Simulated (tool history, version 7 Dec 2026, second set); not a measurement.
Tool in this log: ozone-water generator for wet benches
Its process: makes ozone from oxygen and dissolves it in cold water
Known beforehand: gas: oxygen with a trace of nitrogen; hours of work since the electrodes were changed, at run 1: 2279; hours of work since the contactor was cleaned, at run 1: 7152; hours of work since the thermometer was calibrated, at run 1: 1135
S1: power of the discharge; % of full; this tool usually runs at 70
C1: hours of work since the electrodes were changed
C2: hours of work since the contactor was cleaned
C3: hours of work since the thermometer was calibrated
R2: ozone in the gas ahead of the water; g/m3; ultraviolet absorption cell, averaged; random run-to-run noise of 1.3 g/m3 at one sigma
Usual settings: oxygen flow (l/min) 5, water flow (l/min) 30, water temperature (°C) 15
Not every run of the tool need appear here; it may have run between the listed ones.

{"run": 1, "hour": 0.0, "S1": 70, "oxygen flow (l/min)": 5, "water flow (l/min)": 30, "water temperature (°C)": 15, "C1": 2279, "C2": 7152, "C3": 1135, "dissolved ozone (ppm)": 15.8, "R2": 248.1}
{"run": 2, "hour": 90.2, "S1": 70, "oxygen flow (l/min)": 5, "water flow (l/min)": 30, "water temperature (°C)": 15, "C1": 2338, "C2": 7211, "C3": 1193, "dissolved ozone (ppm)": 15.7, "R2": 248}
{"run": 3, "hour": 146.7, "S1": 70, "oxygen flow (l/min)": 5, "water flow (l/min)": 30, "water temperature (°C)": 8, "C1": 2375, "C2": 7248, "C3": 1230, "dissolved ozone (ppm)": 17, "R2": 250.5}
{"run": 4, "hour": 235.5, "S1": 70, "oxygen flow (l/min)": 5, "water flow (l/min)": 30, "water temperature (°C)": 8, "C1": 2432, "C2": 7305, "C3": 1288, "dissolved ozone (ppm)": 17, "R2": 251.1}
{"run": 5, "hour": 280.2, "S1": 70, "oxygen flow (l/min)": 5, "water flow (l/min)": 30, "water temperature (°C)": 8, "C1": 2462, "C2": 7334, "C3": 1317, "dissolved ozone (ppm)": 17, "R2": 249.4}
{"run": 6, "hour": 352.5, "S1": 70, "oxygen flow (l/min)": 5, "water flow (l/min)": 30, "water temperature (°C)": 15, "C1": 2509, "C2": 7382, "C3": 1364, "dissolved ozone (ppm)": 16, "R2": 251.8}
{"run": 7, "hour": 441.0, "S1": 70, "oxygen flow (l/min)": 5, "water flow (l/min)": 30, "water temperature (°C)": 15, "C1": 2566, "C2": 7439, "C3": 1422, "dissolved ozone (ppm)": 15.9, "R2": 247.5}
{"run": 8, "hour": 513.3, "S1": 70, "oxygen flow (l/min)": 5, "water flow (l/min)": 46, "water temperature (°C)": 15, "C1": 2613, "C2": 7486, "C3": 1469, "dissolved ozone (ppm)": 10.3, "R2": 250.2}
{"hour": 583.1, "done": "contactor cleaned"}
{"run": 9, "hour": 583.1, "S1": 70, "oxygen flow (l/min)": 5, "water flow (l/min)": 30, "water temperature (°C)": 17, "C1": 2656, "C2": 0, "C3": 1512, "dissolved ozone (ppm)": 15.5, "R2": 251.3}
{"run": 10, "hour": 644.3, "S1": 70, "oxygen flow (l/min)": 5, "water flow (l/min)": 30, "water temperature (°C)": 15, "C1": 2696, "C2": 40, "C3": 1552, "dissolved ozone (ppm)": 16.1, "R2": 249.5}
{"run": 11, "hour": 685.4, "S1": 70, "oxygen flow (l/min)": 5, "water flow (l/min)": 30, "water temperature (°C)": 8, "C1": 2723, "C2": 67, "C3": 1578, "dissolved ozone (ppm)": 17, "R2": 250.8}
{"run": 12, "hour": 739.8, "S1": 70, "oxygen flow (l/min)": 5, "water flow (l/min)": 30, "water temperature (°C)": 13, "C1": 2758, "C2": 102, "C3": 1614, "dissolved ozone (ppm)": 16.3, "R2": 249}
{"run": 13, "hour": 786.1, "S1": 61, "oxygen flow (l/min)": 5, "water flow (l/min)": 30, "water temperature (°C)": 15, "C1": 2789, "C2": 132, "C3": 1644, "dissolved ozone (ppm)": 14.2, "R2": 227.1}
{"run": 14, "hour": 856.5, "S1": 70, "oxygen flow (l/min)": 5, "water flow (l/min)": 23, "water temperature (°C)": 15, "C1": 2834, "C2": 178, "C3": 1690, "dissolved ozone (ppm)": 20, "R2": 249.1}
{"run": 15, "hour": 904.5, "S1": 70, "oxygen flow (l/min)": 5, "water flow (l/min)": 23, "water temperature (°C)": 15, "C1": 2866, "C2": 209, "C3": 1721, "dissolved ozone (ppm)": 20.2, "R2": 252.3}
{"run": 16, "hour": 989.9, "S1": 70, "oxygen flow (l/min)": 4.24, "water flow (l/min)": 30, "water temperature (°C)": 15, "C1": 2921, "C2": 265, "C3": 1777, "dissolved ozone (ppm)": 15.9, "R2": 281}
{"run": 17, "hour": 1059.2, "S1": 47, "oxygen flow (l/min)": 3.86, "water flow (l/min)": 46, "water temperature (°C)": 7, "C1": 2966, "C2": 310, "C3": 1822, "dissolved ozone (ppm)": 7.8, "R2": 220.9}
{"run": 18, "hour": 1132.7, "S1": 81, "oxygen flow (l/min)": 3.27, "water flow (l/min)": 38, "water temperature (°C)": 7, "C1": 3014, "C2": 358, "C3": 1870, "dissolved ozone (ppm)": 14.2, "R2": 370.2}
{"run": 19, "hour": 1197.9, "S1": 73, "oxygen flow (l/min)": 6.74, "water flow (l/min)": 38, "water temperature (°C)": 7, "C1": 3057, "C2": 401, "C3": 1912, "dissolved ozone (ppm)": 14.2, "R2": 210}
{"run": 20, "hour": 1290.3, "S1": 73, "oxygen flow (l/min)": 6.37, "water flow (l/min)": 24, "water temperature (°C)": 7, "C1": 3117, "C2": 461, "C3": 1973, "dissolved ozone (ppm)": 21.5, "R2": 217.2}
{"run": 21, "hour": 1347.5, "S1": 73, "oxygen flow (l/min)": 6.37, "water flow (l/min)": 24, "water temperature (°C)": 7, "C1": 3154, "C2": 498, "C3": 2010, "dissolved ozone (ppm)": 21.8, "R2": 217.1}
{"run": 22, "hour": 1412.4, "S1": 73, "oxygen flow (l/min)": 8.27, "water flow (l/min)": 24, "water temperature (°C)": 7, "C1": 3197, "C2": 540, "C3": 2052, "dissolved ozone (ppm)": 21.1, "R2": 182.4}
{"run": 23, "hour": 1496.8, "S1": 73, "oxygen flow (l/min)": 8.27, "water flow (l/min)": 24, "water temperature (°C)": 11, "C1": 3252, "C2": 595, "C3": 2107, "dissolved ozone (ppm)": 20, "R2": 183.4}
{"run": 24, "hour": 1552.8, "S1": 73, "oxygen flow (l/min)": 8.27, "water flow (l/min)": 25, "water temperature (°C)": 11, "C1": 3288, "C2": 632, "C3": 2144, "dissolved ozone (ppm)": 19.3, "R2": 182.4}
{"run": 25, "hour": 1603.7, "S1": 51, "oxygen flow (l/min)": 8.51, "water flow (l/min)": 25, "water temperature (°C)": 11, "C1": 3321, "C2": 665, "C3": 2177, "dissolved ozone (ppm)": 14.8, "R2": 137.3}
{"run": 26, "hour": 1655.7, "S1": 51, "oxygen flow (l/min)": 3.19, "water flow (l/min)": 38, "water temperature (°C)": 11, "C1": 3355, "C2": 699, "C3": 2211, "dissolved ozone (ppm)": 9.8, "R2": 268}
{"run": 27, "hour": 1708.2, "S1": 51, "oxygen flow (l/min)": 4.61, "water flow (l/min)": 38, "water temperature (°C)": 11, "C1": 3389, "C2": 733, "C3": 2245, "dissolved ozone (ppm)": 10.2, "R2": 207.7}

5 ways to go on from here, each from the tool as it stands after run 27. What would each give?
{"run": "A", "hour": 1752.2, "S1": 40, "oxygen flow (l/min)": 3.07, "water flow (l/min)": 22, "water temperature (°C)": 15, "C1": 3418, "C2": 762, "C3": 2273, "dissolved ozone (ppm)": "?", "R2": "?"}
{"run": "B", "hour": 1752.2, "S1": 70, "oxygen flow (l/min)": 5.38, "water flow (l/min)": 30, "water temperature (°C)": 7, "C1": 3418, "C2": 762, "C3": 2273, "dissolved ozone (ppm)": "?", "R2": "?"}
{"run": "C", "hour": 1752.2, "S1": 63, "oxygen flow (l/min)": 5, "water flow (l/min)": 30, "water temperature (°C)": 15, "C1": 3418, "C2": 762, "C3": 2273, "dissolved ozone (ppm)": "?", "R2": "?"}
{"run": "D", "hour": 1752.2, "S1": 51, "oxygen flow (l/min)": 4.61, "water flow (l/min)": 38, "water temperature (°C)": 18, "C1": 3418, "C2": 762, "C3": 2273, "dissolved ozone (ppm)": "?", "R2": "?"}
{"run": "E", "hour": 1752.2, "S1": 51, "oxygen flow (l/min)": 4.61, "water flow (l/min)": 41, "water temperature (°C)": 9, "C1": 3418, "C2": 762, "C3": 2273, "dissolved ozone (ppm)": "?", "R2": "?"}

run=A dissolved_ozone_(ppm)=13.7 R2=230.9
run=B dissolved_ozone_(ppm)=17 R2=235.5
run=C dissolved_ozone_(ppm)=14.8 R2=231.7
run=D dissolved_ozone_(ppm)=9.6 R2=209.2
run=E dissolved_ozone_(ppm)=9.9 R2=209.5
With the hidden condition removed and each run's random variation left untouched, the same runs would have given:
run=A dissolved_ozone_(ppm)=13.7 R2=231
run=B dissolved_ozone_(ppm)=17 R2=235.6
run=C dissolved_ozone_(ppm)=14.8 R2=231.8
run=D dissolved_ozone_(ppm)=9.6 R2=209.2
run=E dissolved_ozone_(ppm)=9.9 R2=209.5
